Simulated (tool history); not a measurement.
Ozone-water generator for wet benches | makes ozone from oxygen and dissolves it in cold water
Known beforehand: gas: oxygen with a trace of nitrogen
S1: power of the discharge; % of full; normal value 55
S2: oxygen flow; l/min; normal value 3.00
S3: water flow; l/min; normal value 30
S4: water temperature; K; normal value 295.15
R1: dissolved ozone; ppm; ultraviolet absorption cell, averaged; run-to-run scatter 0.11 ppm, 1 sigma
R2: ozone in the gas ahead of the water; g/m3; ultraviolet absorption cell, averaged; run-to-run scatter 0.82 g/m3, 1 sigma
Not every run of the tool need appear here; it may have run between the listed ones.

| run | day | S1 | S2 | S3 | S4 | R1 | R2 |
|---|---|---|---|---|---|---|---|
| 1 | 0.000 | 55 | 3.00 | 30 | 295.15 | 6.0 | 124.2 |
| 2 | 4.208 | 55 | 3.00 | 30 | 295.15 | 6.1 | 124.4 |
| 3 | 7.525 | 55 | 3.00 | 37 | 295.15 | 4.6 | 125.1 |
| 4 | 12.258 | 55 | 3.00 | 37 | 295.15 | 4.8 | 123.7 |
| 5 | 17.400 | 55 | 3.00 | 30 | 295.15 | 6.2 | 123.2 |
| 6 | 22.567 | 57 | 3.00 | 30 | 295.15 | 5.9 | 127.3 |
| 7 | 26.700 | 57 | 3.00 | 30 | 295.15 | 6.4 | 127.1 |
| 8 | 29.112 | 55 | 3.00 | 30 | 295.15 | 6.0 | 123.4 |
| 9 | 34.925 | 55 | 3.00 | 30 | 295.15 | 5.9 | 123.4 |
| 10 | 38.533 | 55 | 3.00 | 18 | 295.15 | 9.6 | 123.4 |
|  | 39.158 | contactor cleaned |
| 11 | 43.554 | 55 | 3.00 | 30 | 295.15 | 5.7 | 121.4 |
| 12 | 48.371 | 55 | 3.00 | 30 | 295.15 | 5.6 | 120.4 |
|  | 51.662 | contactor cleaned, once more |
| 13 | 52.296 | 55 | 3.00 | 30 | 295.15 | 6.2 | 120.9 |
| 14 | 54.771 | 55 | 3.00 | 30 | 295.15 | 5.9 | 120.8 |
| 15 | 60.388 | 55 | 3.00 | 43 | 295.15 | 4.0 | 119.9 |
| 16 | 63.817 | 55 | 3.00 | 43 | 295.15 | 4.0 | 120.2 |
|  | 64.933 | water thermometer calibrated |
| 17 | 68.308 | 70 | 2.59 | 29 | 299.15 | 7.0 | 154.2 |
| 18 | 71.929 | 70 | 2.59 | 29 | 299.15 | 6.8 | 152.4 |
| 19 | 75.771 | 63 | 3.56 | 25 | 302.15 | 7.8 | 123.9 |
| 20 | 79.092 | 48 | 2.94 | 19 | 302.15 | 7.6 | 108.9 |
| 21 | 83.225 | 59 | 3.32 | 30 | 295.15 | 6.4 | 123.2 |
| 22 | 86.262 | 55 | 3.72 | 30 | 296.15 | 6.3 | 110.3 |
| 23 | 88.646 | 61 | 1.53 | 27 | 298.15 | 5.3 | 166.5 |
| 24 | 91.875 | 61 | 1.53 | 27 | 298.15 | 5.3 | 166.3 |
| 25 | 95.538 | 80 | 3.00 | 25 | 291.15 | 9.8 | 157.1 |
| 26 | 100.658 | 41 | 3.00 | 30 | 295.15 | 4.6 | 95.0 |
| 27 | 105.517 | 55 | 2.28 | 24 | 293.15 | 6.8 | 129.2 |
| 28 | 110.946 | 55 | 2.28 | 24 | 303.15 | 6.3 | 132.0 |
| 29 | 113.379 | 61 | 3.00 | 40 | 295.15 | 4.5 | 127.0 |
| 30 | 118.033 | 48 | 1.70 | 30 | 295.15 | 4.3 | 129.9 |
| 31 | 122.629 | 55 | 1.57 | 30 | 294.15 | 4.3 | 147.9 |
| 32 | 128.254 | 55 | 1.57 | 30 | 294.15 | 4.5 | 147.0 |

Alternative continuations, all from the tool just after run 32; predict every row:
| A | 131.392 | 55 | 3.00 | 20 | 295.15 | ? | ? |
| B | 131.392 | 55 | 3.00 | 30 | 299.15 | ? | ? |
| C | 131.392 | 51 | 3.32 | 32 | 295.15 | ? | ? |
| D | 131.392 | 59 | 4.25 | 30 | 295.15 | ? | ? |
| E | 131.392 | 50 | 2.04 | 30 | 295.15 | ? | ? |

| run | R1 | R2 |
|---|---|---|
| A | 8.4 | 115.6 |
| B | 5.6 | 115.6 |
| C | 5.1 | 104.1 |
| D | 6.9 | 108.4 |
| E | 4.6 | 126.0 |
Had the tool no hidden state, the same runs would have come out as:
| run | R1 | R2 |
|---|---|---|
| A | 9.6 | 130.3 |
| B | 6.4 | 130.3 |
| C | 5.8 | 116.4 |
| D | 7.9 | 123.1 |
| E | 5.2 | 140.4 |
